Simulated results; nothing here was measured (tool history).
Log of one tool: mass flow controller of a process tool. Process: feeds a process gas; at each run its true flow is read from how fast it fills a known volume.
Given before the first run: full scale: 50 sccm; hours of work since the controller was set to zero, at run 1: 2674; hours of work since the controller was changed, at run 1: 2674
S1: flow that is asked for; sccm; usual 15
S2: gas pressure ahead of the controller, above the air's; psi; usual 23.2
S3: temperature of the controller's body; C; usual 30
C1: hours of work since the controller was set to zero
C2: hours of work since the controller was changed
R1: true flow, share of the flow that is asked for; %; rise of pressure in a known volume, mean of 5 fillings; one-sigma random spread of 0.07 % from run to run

run 1 hour=0.0 | S1=15 S2=23.2 S3=30 | C1=2674 C2=2674 | R1=98.90
run 2 hour=215.5 | S1=19 S2=23.2 S3=30 | C1=2845 C2=2845 | R1=98.69
run 3 hour=586.1 | S1=19 S2=23.2 S3=30 | C1=3137 C2=3137 | R1=98.71
run 4 hour=893.5 | S1=17 S2=23.2 S3=30 | C1=3380 C2=3380 | R1=98.80
run 5 hour=1195.2 | S1=17 S2=23.2 S3=30 | C1=3618 C2=3618 | R1=98.79
run 6 hour=1405.5 | S1=28 S2=23.2 S3=30 | C1=3784 C2=3784 | R1=98.51
run 7 hour=1769.9 | S1=15 S2=24.8 S3=30 | C1=4072 C2=4072 | R1=98.83
run 8 hour=2116.0 | S1=15 S2=23.5 S3=30 | C1=4345 C2=4345 | R1=98.92
run 9 hour=2453.5 | S1=15 S2=23.5 S3=30 | C1=4611 C2=4611 | R1=98.97
run 10 hour=2700.7 | S1=15 S2=35.1 S3=30 | C1=4806 C2=4806 | R1=98.47
run 11 hour=2958.6 | S1=15 S2=35.1 S3=30 | C1=5010 C2=5010 | R1=98.46
run 12 hour=3195.8 | S1=42 S2=23.2 S3=30 | C1=5197 C2=5197 | R1=98.21
run 13 hour=3574.8 | S1=42 S2=23.2 S3=30 | C1=5496 C2=5496 | R1=98.41
run 14 hour=3891.3 | S1=17 S2=31.9 S3=27 | C1=5746 C2=5746 | R1=98.77
run 15 hour=4215.9 | S1=40 S2=37.1 S3=34 | C1=6002 C2=6002 | R1=97.04
run 16 hour=4421.4 | S1=49 S2=22.3 S3=22 | C1=6165 C2=6165 | R1=99.04

Estimate the outcome of run 17 from the log above:
run 17 hour=4635.5 | S1=49 S2=22.3 S3=22 | C1=6334 C2=6334 | R1=?

R1: 99.07 %
On a tool with no hidden condition, and with the same random variation, this run would have come out at R1 100.61 %.
